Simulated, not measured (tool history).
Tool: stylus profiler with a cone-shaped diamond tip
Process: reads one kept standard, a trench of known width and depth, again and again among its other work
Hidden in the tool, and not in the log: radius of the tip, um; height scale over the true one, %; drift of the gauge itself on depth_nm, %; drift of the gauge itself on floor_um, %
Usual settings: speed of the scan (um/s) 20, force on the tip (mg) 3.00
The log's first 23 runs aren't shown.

run    hour  speed of the scan (um/s)  force on the tip (mg)  scans with this tip  hours of work since the height scale was calibrated  depth of the trench (angstrom)  width of the trench's floor (um)
 24   976.9                        44                   3.25                  303                                                   58                         10135.7                             25.70
 25  1003.9                        49                   3.38                  391                                                   75                         10140.5                             25.60
 26  1043.7                        49                   3.38                  522                                                  100                         10142.0                             25.58
 27  1069.0                         5                   1.65                  604                                                  116                         10082.0                             25.69
 28  1120.2                         5                   1.22                  772                                                  148                         10068.7                             25.66
 29  1174.5                        58                   4.30                  950                                                  182                         10162.5                             25.42
 30  1207.5                         9                   1.63                 1058                                                  202                         10077.8                             25.49
 31  1237.1                        27                   1.22                 1155                                                  221                         10063.1                             25.34
 32  1295.0                        12                   1.74                 1345                                                  257                         10081.0                             25.38

4 ways to go on from here, each from the tool as it stands after run 32. What would each give?
  A  1329.6                        20                   2.14                 1458                                                  279                               ?                                 ?
  B  1329.6                         9                   2.07                 1458                                                  279                               ?                                 ?
  C  1329.6                        68                   2.16                 1458                                                  279                               ?                                 ?
  D  1329.6                        52                   4.49                 1458                                                  279                               ?                                 ?

run  depth of the trench (angstrom)  width of the trench's floor (um)
  A                         10090.4                             25.32
  B                         10093.6                             25.31
  C                         10097.3                             25.01
  D                         10168.2                             25.21
Without the tool's hidden state the same runs would have given:
run  depth of the trench (angstrom)  width of the trench's floor (um)
  A                         10105.5                             25.90
  B                         10108.7                             25.89
  C                         10112.4                             25.59
  D                         10183.4                             25.79
